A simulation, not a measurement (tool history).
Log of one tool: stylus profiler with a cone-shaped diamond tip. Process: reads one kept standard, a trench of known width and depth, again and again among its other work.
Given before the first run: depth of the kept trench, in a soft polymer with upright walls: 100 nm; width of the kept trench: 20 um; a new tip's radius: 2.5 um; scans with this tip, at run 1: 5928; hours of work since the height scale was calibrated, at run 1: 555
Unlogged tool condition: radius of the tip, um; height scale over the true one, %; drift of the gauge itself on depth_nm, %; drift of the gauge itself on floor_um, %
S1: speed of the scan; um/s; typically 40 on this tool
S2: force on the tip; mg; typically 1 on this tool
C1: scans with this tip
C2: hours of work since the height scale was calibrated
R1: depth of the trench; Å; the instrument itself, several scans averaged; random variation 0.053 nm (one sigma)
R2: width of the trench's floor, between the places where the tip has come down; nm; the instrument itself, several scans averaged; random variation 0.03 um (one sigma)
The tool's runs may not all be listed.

Run 1, hour 0: usual settings; C1 5928; C2 555. Result: R1 1009.4 Å, R2 17950 nm.
Run 2, hour 43: usual settings but S2 0.78 mg; C1 6234; C2 583. Result: R1 1008.3 Å, R2 17900 nm.
Run 3, hour 90.4: usual settings but S2 0.78 mg; C1 6572; C2 615. Result: R1 1009.4 Å, R2 17920 nm.
Run 4, hour 141.1: usual settings but S2 0.78 mg; C1 6933; C2 649. Result: R1 1008.7 Å, R2 17880 nm.
Run 5, hour 189.2: usual settings but S1 70 um/s; C1 7276; C2 681. Result: R1 1010.6 Å, R2 17650 nm.
Run 6, hour 218.4: usual settings but S1 16 um/s; C1 7485; C2 700. Result: R1 1010.4 Å, R2 18080 nm.
Run 7, hour 253.7: usual settings; C1 7736; C2 724. Result: R1 1011.1 Å, R2 17860 nm.
Run 8, hour 295.7: usual settings but S2 2.6 mg; C1 8035; C2 752. Result: R1 1017.3 Å, R2 17970 nm.
Run 9, hour 325.1: usual settings; C1 8245; C2 771. Result: R1 1011.8 Å, R2 17860 nm.
Run 10, hour 379: usual settings; C1 8629; C2 807. Result: R1 1011.2 Å, R2 17830 nm.
Run 11, hour 429.9: usual settings but S1 86 um/s, S2 0.45 mg; C1 8992; C2 841. Result: R1 1007.2 Å, R2 17090 nm.
Run 12, hour 469.9: usual settings but S1 11 um/s, S2 1.2 mg; C1 9277; C2 868. Result: R1 1012.7 Å, R2 18080 nm.
Run 13, hour 505.6: usual settings but S1 72 um/s, S2 0.49 mg; C1 9531; C2 892. Result: R1 1007.6 Å, R2 17310 nm.
Run 14, hour 529.5: usual settings but S1 24 um/s, S2 0.34 mg; C1 9701; C2 908. Result: R1 1008 Å, R2 17760 nm.
Run 15, hour 558.7: usual settings but S1 158 um/s, S2 0.37 mg; C1 9909; C2 927. Result: R1 1007.7 Å, R2 15910 nm.
Run 16, hour 583.2: usual settings but S1 37 um/s, S2 0.44 mg; C1 10084; C2 943. Result: R1 1007.7 Å, R2 17650 nm.
Run 17, hour 622.9: usual settings but S1 121 um/s, S2 0.49 mg; C1 10367; C2 970. Result: R1 1009 Å, R2 16620 nm.
Run 18, hour 673.7: usual settings but S2 1.82 mg; C1 10729; C2 1004. Result: R1 1016.5 Å, R2 17840 nm.
Run 19, hour 703.5: usual settings but S1 113 um/s, S2 0.88 mg; C1 10941; C2 1024. Result: R1 1011.4 Å, R2 17020 nm.

Below are 4 alternative next runs, each starting from the tool's condition after run 19. Predict each:
Run A, hour 742.9: usual settings but S1 46 um/s, S2 1.06 mg; C1 11222; C2 1050. Result: R1 ?, R2 ?.
Run B, hour 742.9: usual settings but S1 14 um/s, S2 0.62 mg; C1 11222; C2 1050. Result: R1 ?, R2 ?.
Run C, hour 742.9: usual settings but S1 37 um/s, S2 0.84 mg; C1 11222; C2 1050. Result: R1 ?, R2 ?.
Run D, hour 742.9: usual settings but S1 98 um/s, S2 0.49 mg; C1 11222; C2 1050. Result: R1 ?, R2 ?.

run      R1     R2
  A  1012.3  17670
  B  1009.8  17920
  C  1010.6  17740
  D  1010.1  16950
Without the tool's hidden state the same runs would have given:
run      R1     R2
  A  1007.5  18240
  B    1005  18490
  C  1005.8  18300
  D  1005.3  17510

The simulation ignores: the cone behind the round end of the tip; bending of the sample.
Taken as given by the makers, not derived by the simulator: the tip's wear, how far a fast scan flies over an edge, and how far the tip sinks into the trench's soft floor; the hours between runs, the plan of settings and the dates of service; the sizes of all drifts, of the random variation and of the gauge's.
